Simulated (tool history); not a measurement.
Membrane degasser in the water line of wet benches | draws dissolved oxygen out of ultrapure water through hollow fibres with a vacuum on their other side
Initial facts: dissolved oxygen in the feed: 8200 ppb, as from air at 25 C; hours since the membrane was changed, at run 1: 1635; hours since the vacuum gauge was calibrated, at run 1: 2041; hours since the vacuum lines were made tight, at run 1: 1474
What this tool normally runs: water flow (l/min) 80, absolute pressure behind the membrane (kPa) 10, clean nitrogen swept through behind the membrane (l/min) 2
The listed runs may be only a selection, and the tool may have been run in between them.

run    hour  water flow (l/min)  absolute pressure behind the membrane (kPa)  clean nitrogen swept through behind the membrane (l/min)  hours since the membrane was changed  hours since the vacuum gauge was calibrated  hours since the vacuum lines were made tight  dissolved oxygen in the water behind the degasser (ppb)  pressure that the water loses in the fibres (kPa)
  1       0                  80                                           10                                                         2                                  1635                                         2041                                          1474                                                    529.2                                               47.5
  2    47.1                  80                                           10                                                      0.88                                  1682                                         2088                                          1521                                                    932.1                                              47.95
  3   143.4                  80                                           10                                                      2.31                                  1778                                         2185                                          1617                                                    473.3                                              48.03
  4   208.1                  80                                           10                                                      2.31                                  1843                                         2249                                          1682                                                    477.6                                              47.85
  5   261.1                  80                                           10                                                      2.31                                  1896                                         2302                                          1735                                                    476.1                                               47.9
  6     336                  80                                           10                                                         2                                  1971                                         2377                                          1810                                                    533.1                                              47.91
  7   392.6                  80                                           10                                                      1.79                                  2027                                         2434                                          1866                                                    577.2                                               48.3
  8   435.1                  80                                           10                                                      1.79                                  2070                                         2476                                          1909                                                    578.5                                              48.11
  9   524.8                  80                                           10                                                         2                                  2160                                         2566                                          1999                                                      535                                              47.91
 10   580.9                  52                                           10                                                         2                                  2216                                         2622                                          2055                                                      378                                              31.31
 11   656.1                  80                                           10                                                      0.82                                  2291                                         2697                                          2130                                                    979.8                                              48.09
 12   722.3                  80                                         18.5                                                      0.82                                  2357                                         2764                                          2196                                                   1966.4                                               47.8
 13   781.2                  80                                           10                                                         2                                  2416                                         2823                                          2255                                                    531.6                                              48.05
 14   873.4                  80                                           10                                                         2                                  2508                                         2915                                          2347                                                      532                                              48.32
 15   921.2                  80                                           10                                                         2                                  2556                                         2962                                          2395                                                    533.1                                              47.99
 16   985.1                  93                                          8.8                                                      2.15                                  2620                                         3026                                          2459                                                    477.2                                              56.03
      994.7  -- vacuum gauge calibrated
 17    1037                  93                                          7.6                                                      2.15                                  2671                                           42                                          2510                                                      388                                              56.02
 18  1113.4                  80                                           10                                                      2.09                                  2748                                          119                                          2587                                                    522.3                                              48.57

Run 19 is up next; what results do you expect?
 19  1172.3                  80                                           10                                                      1.66                                  2807                                          178                                          2646                                                        ?                                                  ?

{"run 19": {"dissolved oxygen in the water behind the degasser (ppb)": 620.1, "pressure that the water loses in the fibres (kPa)": 47.98}}
With no hidden state in the tool, this same run would have given dissolved oxygen in the water behind the degasser (ppb) 597, pressure that the water loses in the fibres (kPa) 47.48.
